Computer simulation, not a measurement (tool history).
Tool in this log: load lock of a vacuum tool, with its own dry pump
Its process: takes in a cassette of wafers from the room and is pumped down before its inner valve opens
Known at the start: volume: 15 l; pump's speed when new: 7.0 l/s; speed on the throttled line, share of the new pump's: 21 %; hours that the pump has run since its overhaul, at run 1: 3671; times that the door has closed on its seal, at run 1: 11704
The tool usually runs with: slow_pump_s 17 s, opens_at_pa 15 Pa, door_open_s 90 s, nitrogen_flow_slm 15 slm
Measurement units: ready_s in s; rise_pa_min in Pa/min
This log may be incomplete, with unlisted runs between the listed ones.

run    hour  slow_pump_s  opens_at_pa  door_open_s  nitrogen_flow_slm  hours that the pump has run since its overhaul  times that the door has closed on its seal  incoming humidity of the room's air, %  ready_s  rise_pa_min
  1     0.0           17           15           90                 15                                            3671                                       11704                                    43.6     32.4        0.056
  2    92.0           17           15           90                 15                                            3763                                       12129                                    46.3     31.8        0.063
  3   155.7           17           15           90                 15                                            3826                                       12422                                    42.3     31.5        0.055
  4   208.0           17           15           90                 15                                            3879                                       12663                                    41.3     31.9        0.059
  5   307.7           17           15           90                 15                                            3978                                       13122                                    45.4     32.5        0.062
  6   404.8           17           15           90                 15                                            4075                                       13570                                    48.9     32.5        0.067
  7   452.9           17           15           90                 15                                            4123                                       13792                                    46.1     32.8        0.061
  8   520.9           17           15           90                 15                                            4191                                       14105                                    47.4     32.1        0.060
  9   598.0           17           15           90                 15                                            4269                                       14461                                    48.4     32.5        0.073
 10   681.6           17           10           90                 15                                            4352                                       14846                                    45.3     34.1        0.065
 11   755.6           17           20           90                 15                                            4426                                       15187                                    45.6     32.0        0.061
 12   822.9           17           20           90                 15                                            4493                                       15497                                    45.5     31.7        0.060
 13   873.4           17           15           90                 15                                            4544                                       15730                                    43.2     32.0        0.061
 14   951.1           17           22           90                 15                                            4622                                       16088                                    44.3     30.9        0.058
 15  1039.3           17           22           90                 15                                            4710                                       16494                                    45.9     31.5        0.064
 16  1085.3           17           15           90                 15                                            4756                                       16707                                    44.6     31.9        0.065
 17  1149.7           17           15           90                 15                                            4820                                       17003                                    43.3     32.5        0.059
 18  1242.7           17           15           90                 15                                            4913                                       17432                                    46.1     32.1        0.066
 19  1322.4           17           15           90                 15                                            4993                                       17799                                    45.2     32.0        0.060
 20  1367.3           17           15           90                 15                                            5038                                       18006                                    46.8     32.5        0.064
 21  1430.5           17           15           90                 15                                            5101                                       18297                                    46.3     32.7        0.057
 22  1488.7           17           15           90                 15                                            5159                                       18566                                    46.8     32.6        0.061
 23  1553.2           16           29           90                 15                                            5224                                       18863                                    44.9     30.3        0.059
 24  1629.5           16           29           51                  4                                            5300                                       19215                                    43.3     29.9        0.052
 25  1705.3           16           29           51                  4                                            5376                                       19564                                    47.4     29.9        0.060
 26  1806.9           16           29           51                  4                                            5478                                       20032                                    46.1     30.0        0.056
 27  1899.0           16           29          113                 12                                            5570                                       20457                                    46.7     30.6        0.079
 28  1985.6           17           15           92                 15                                            5656                                       20856                                    42.0     31.9        0.054
 29  2081.7           17           15           92                 15                                            5752                                       21299                                    47.8     32.2        0.064
 30  2147.4           28           15           70                 15                                            5818                                       21602                                    44.2     41.6        0.056
 31  2212.9           24           10          149                 36                                            5884                                       21904                                    45.8     38.4        0.059
 32  2305.4           17           15           34                 15                                            5976                                       22330                                    49.3     32.2        0.042
 33  2376.9           17           15           90                 14                                            6047                                       22659                                    45.2     32.3        0.069
 34  2469.9           13           17          214                 24                                            6140                                       23088                                    44.0     29.2        0.084
 35  2553.7           13           11          214                  7                                            6224                                       23474                                    47.6     30.1        0.139
 36  2614.2           17           15          111                 15                                            6285                                       23753                                    45.6     32.2        0.068
 37  2660.1           17           15           66                 15                                            6331                                       23964                                    43.3     32.6        0.053

Forecast each of these 4 alternatives for the next run:
  A  2714.7           17           18           67                 15                                            6385                                       24216                                    44.4        ?            ?
  B  2714.7           17           27           90                 35                                            6385                                       24216                                    43.0        ?            ?
  C  2714.7           26           11           90                 15                                            6385                                       24216                                    43.4        ?            ?
  D  2714.7            9           14           90                 15                                            6385                                       24216                                    43.4        ?            ?

run  ready_s  rise_pa_min
  A     32.1        0.047
  B     30.8        0.042
  C     39.9        0.060
  D     26.1        0.058
Take away the tool's hidden state, keep each run's random variation, and the runs would have read:
run  ready_s  rise_pa_min
  A     32.1        0.046
  B     30.7        0.041
  C     39.9        0.059
  D     26.1        0.057
